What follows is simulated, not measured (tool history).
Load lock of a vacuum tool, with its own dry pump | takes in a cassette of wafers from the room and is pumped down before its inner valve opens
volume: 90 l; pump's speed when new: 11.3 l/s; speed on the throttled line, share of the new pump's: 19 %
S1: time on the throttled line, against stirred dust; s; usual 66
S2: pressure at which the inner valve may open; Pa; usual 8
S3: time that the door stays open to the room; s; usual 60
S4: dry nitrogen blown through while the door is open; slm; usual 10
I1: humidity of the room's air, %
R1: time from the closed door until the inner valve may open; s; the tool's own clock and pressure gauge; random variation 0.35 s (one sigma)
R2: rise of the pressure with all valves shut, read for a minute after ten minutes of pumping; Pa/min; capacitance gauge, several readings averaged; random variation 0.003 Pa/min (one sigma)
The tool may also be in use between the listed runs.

Run 1, hour 0.0: usual settings; I1 42.0. Result: R1 132.4 s, R2 0.237 Pa/min.
Run 2, hour 176.5: usual settings but S3 30 s; I1 45.6. Result: R1 132.9 s, R2 0.243 Pa/min.
Run 3, hour 351.4: usual settings but S2 6 Pa; I1 46.3. Result: R1 134.8 s, R2 0.264 Pa/min.
Run 4, hour 514.3: usual settings but S2 9 Pa; I1 42.4. Result: R1 131.9 s, R2 0.260 Pa/min.
Run 5, hour 646.9: usual settings but S2 9 Pa; I1 44.1. Result: R1 132.0 s, R2 0.260 Pa/min.
Run 6, hour 800.4: usual settings but S4 8 slm; I1 45.6. Result: R1 133.1 s, R2 0.262 Pa/min.
Run 7, hour 914.5: usual settings; I1 47.2. Result: R1 132.7 s, R2 0.264 Pa/min.
Run 8, hour 1134.6: usual settings; I1 44.5. Result: R1 132.6 s, R2 0.282 Pa/min.
Run 9, hour 1226.3: usual settings; I1 43.7. Result: R1 133.0 s, R2 0.286 Pa/min.
Run 10, hour 1398.2: usual settings; I1 42.3. Result: R1 133.4 s, R2 0.287 Pa/min.
Run 11, hour 1542.1: usual settings but S1 42 s; I1 45.5. Result: R1 114.5 s, R2 0.299 Pa/min.
Run 12, hour 1760.3: usual settings but S1 42 s; I1 44.0. Result: R1 114.5 s, R2 0.296 Pa/min.
Run 13, hour 1940.1: usual settings but S1 42 s; I1 48.1. Result: R1 114.4 s, R2 0.311 Pa/min.
Run 14, hour 2131.2: usual settings but S1 42 s, S3 165 s; I1 46.2. Result: R1 114.6 s, R2 0.346 Pa/min.
Run 15, hour 2249.7: usual settings; I1 46.1. Result: R1 134.1 s, R2 0.327 Pa/min.
Run 16, hour 2393.9: usual settings but S4 17 slm; I1 43.7. Result: R1 133.7 s, R2 0.331 Pa/min.
Run 17, hour 2514.1: usual settings but S4 17 slm; I1 45.1. Result: R1 134.0 s, R2 0.334 Pa/min.
Run 18, hour 2701.2: usual settings but S2 11 Pa; I1 45.3. Result: R1 131.0 s, R2 0.344 Pa/min.
Run 19, hour 2802.2: usual settings but S1 107 s, S2 7 Pa, S3 31 s, S4 4 slm; I1 44.3. Result: R1 167.4 s, R2 0.340 Pa/min.
At hour 2953.5: door's seal changed, seat wiped.
Run 20, hour 2953.5: usual settings but S1 107 s, S2 7 Pa, S3 31 s, S4 4 slm; I1 43.7. Result: R1 167.4 s, R2 0.019 Pa/min.
Run 21, hour 3105.4: usual settings but S1 107 s, S2 11 Pa, S3 31 s, S4 4 slm; I1 42.1. Result: R1 164.1 s, R2 0.020 Pa/min.
Run 22, hour 3199.7: usual settings but S1 107 s, S2 7 Pa, S3 116 s, S4 6 slm; I1 43.6. Result: R1 168.1 s, R2 0.046 Pa/min.
Run 23, hour 3315.3: usual settings but S1 107 s, S2 7 Pa, S3 116 s, S4 6 slm; I1 44.6. Result: R1 168.4 s, R2 0.042 Pa/min.
Run 24, hour 3438.0: usual settings but S1 107 s, S2 12 Pa, S3 116 s, S4 5 slm; I1 41.6. Result: R1 163.0 s, R2 0.045 Pa/min.
Run 25, hour 3559.8: usual settings but S1 107 s, S2 12 Pa, S3 116 s, S4 5 slm; I1 46.2. Result: R1 163.6 s, R2 0.044 Pa/min.
Run 26, hour 3689.6: usual settings but S1 107 s, S2 12 Pa, S3 116 s, S4 5 slm; I1 39.2. Result: R1 163.3 s, R2 0.045 Pa/min.
Run 27, hour 3865.1: usual settings but S1 107 s, S2 12 Pa, S3 116 s, S4 5 slm; I1 45.4. Result: R1 162.5 s, R2 0.051 Pa/min.
Run 28, hour 4003.8: usual settings but S1 49 s, S2 10 Pa, S4 25 slm; I1 44.2. Result: R1 119.4 s, R2 0.022 Pa/min.
Run 29, hour 4110.6: usual settings but S1 49 s, S2 10 Pa, S4 25 slm; I1 47.8. Result: R1 119.6 s, R2 0.025 Pa/min.
Run 30, hour 4232.0: usual settings but S1 35 s, S2 10 Pa, S3 79 s, S4 4 slm; I1 44.9. Result: R1 108.3 s, R2 0.042 Pa/min.
Run 31, hour 4410.7: usual settings but S1 124 s, S2 10 Pa, S4 11 slm; I1 45.9. Result: R1 178.5 s, R2 0.033 Pa/min.
Run 32, hour 4586.3: usual settings but S1 124 s, S2 10 Pa, S4 29 slm; I1 45.3. Result: R1 177.7 s, R2 0.029 Pa/min.

Hidden state or all else? Some run-to-run changes of R1, split into what the settings, what came in and random variation would give without the hidden state, and what is left for the hidden state (with any gauge scatter that isn't in both results):
The hidden state here: pump's speed, % of a new pump's; leak at the door's seal, Pa l/s; drift of the gauge itself on ready_s, %; drift of the gauge itself on rise_pa_min, %.
Run 18 -> 19: S1 66 -> 107, S2 11 -> 7, S3 60 -> 31, S4 10 -> 4. R1 +36.4 s: hidden state -0.1, all else +36.5.
Run 21 -> 22: S2 11 -> 7, S3 31 -> 116, S4 4 -> 6. R1 +4.0 s: hidden state +0.5, all else +3.5.
Run 27 -> 28: S1 107 -> 49, S2 12 -> 10, S3 116 -> 60, S4 5 -> 25. R1 -43.1 s: hidden state +1.4, all else -44.5.
Run 30 -> 31: S1 35 -> 124, S3 79 -> 60, S4 4 -> 11. R1 +70.2 s: hidden state -1.5, all else +71.7.
